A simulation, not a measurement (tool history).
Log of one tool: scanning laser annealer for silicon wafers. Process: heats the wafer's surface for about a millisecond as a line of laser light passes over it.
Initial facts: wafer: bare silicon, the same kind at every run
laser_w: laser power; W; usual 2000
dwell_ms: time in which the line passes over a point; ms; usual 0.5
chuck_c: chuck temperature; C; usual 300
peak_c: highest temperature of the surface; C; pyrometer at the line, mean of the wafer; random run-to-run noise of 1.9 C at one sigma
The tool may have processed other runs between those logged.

run   hour  laser_w  dwell_ms  chuck_c  peak_c
  1      0     2000       0.5      300    1079
  2   22.2     2000       0.5      281    1059
  3   44.1     2000       0.5      307    1087
  4   56.2     2000       0.5      307    1085
  5   67.3     2000       0.5      307    1082
  6   87.7     2000       0.5      307    1082
  7  100.5     2018       0.5      300    1083
  8  112.5     2000       0.5      300    1075
  9  127.4     2000       0.5      321    1097
 10  145.8     2000       0.5      315    1087
 11  166.8     1942       0.5      300    1049
 12  189.5     1942       0.5      300    1050
 13  200.8     1942       0.5      300    1047
 14  215.9     2142     0.404      289    1029
 15  238.2     2142     0.404      289    1031
 16  262.2     2142     0.391      289    1011
 17    282     2000      0.38      300     962
 18  301.8     2000      0.38      300     960
 19    324     2000      0.38      300     965
 20  344.2     2000     0.608      277    1131

Branching from run 20: 3 alternative next runs. What would each branch give?
  A   365     2000       0.5      318       ?
  B   365     2000       0.5      276       ?
  C   365     2000     0.364      300       ?

run  peak_c
  A    1081
  B    1039
  C     943
With the hidden condition removed and each run's random variation left untouched, the same runs would have given:
run  peak_c
  A    1115
  B    1072
  C     972
